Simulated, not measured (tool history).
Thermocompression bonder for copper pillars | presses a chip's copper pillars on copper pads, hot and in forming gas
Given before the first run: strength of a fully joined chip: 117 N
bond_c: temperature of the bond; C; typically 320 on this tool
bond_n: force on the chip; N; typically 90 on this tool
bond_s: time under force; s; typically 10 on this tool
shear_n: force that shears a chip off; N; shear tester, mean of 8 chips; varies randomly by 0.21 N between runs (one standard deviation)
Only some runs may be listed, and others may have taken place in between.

run,hour,bond_c,bond_n,bond_s,shear_n
1,0.0,320,90,10,58.9
2,65.8,320,90,8,54.3
3,148.1,326,90,10,60.9
4,228.6,326,75,10,55.0
5,287.9,326,75,10,54.3
6,372.8,326,75,10,54.3
# hour 425.3: forming gas filter changed
7,436.1,320,90,10,59.1
8,491.5,291,90,10,46.5
9,549.7,320,122,10,68.9
10,626.9,320,122,10,68.2
11,710.7,320,122,10,68.4
12,785.0,320,122,10,68.1
13,845.3,320,90,9,55.4
# hour 851.4: forming gas filter changed
14,899.8,320,90,10,58.5
15,978.8,320,90,10,58.4
16,1043.6,320,90,10,58.0
17,1102.7,320,90,10,57.9
18,1145.1,320,90,10,57.6
# hour 1154.5: force cell calibrated
19,1196.0,320,90,10,55.9
20,1265.2,320,90,10,55.8
# hour 1278.8: forming gas filter changed
21,1328.5,318,90,27,76.7
22,1393.9,320,90,6,47.3
23,1474.3,320,90,6,47.0
# hour 1518.0: force cell calibrated, once more
# hour 1541.9: heater calibrated with a thermocouple chip
24,1543.9,320,117,10,67.7
25,1609.4,320,117,10,68.4
26,1670.0,311,58,20,53.9
# hour 1706.9: forming gas filter changed
27,1749.6,300,71,7,38.0
28,1827.1,300,71,7,38.1
29,1893.7,300,71,7,37.4
30,1955.2,300,71,7,37.4
31,2038.1,315,95,11,60.0
32,2108.3,315,95,16,67.3
# hour 2132.9: forming gas filter changed
33,2190.1,320,90,30,82.6
34,2241.5,302,87,6,41.3
35,2319.2,292,57,27,51.0
36,2356.2,291,114,13,59.1
37,2418.3,314,73,13,54.0
38,2466.4,302,67,27,60.5
39,2517.0,302,67,27,59.8

What if the next run were any one of these 3? Each begins from the tool's condition after run 39:
# hour 2562.0: forming gas filter changed
A,2597.0,331,90,22,?
# hour 2562.0: forming gas filter changed
B,2597.0,320,59,10,?
# hour 2562.0: forming gas filter changed
C,2597.0,333,94,10,?

run,shear_n
A,80.6
B,45.6
C,66.1
With no hidden state in the tool, these same runs would have given:
run,shear_n
A,81.4
B,46.2
C,66.9

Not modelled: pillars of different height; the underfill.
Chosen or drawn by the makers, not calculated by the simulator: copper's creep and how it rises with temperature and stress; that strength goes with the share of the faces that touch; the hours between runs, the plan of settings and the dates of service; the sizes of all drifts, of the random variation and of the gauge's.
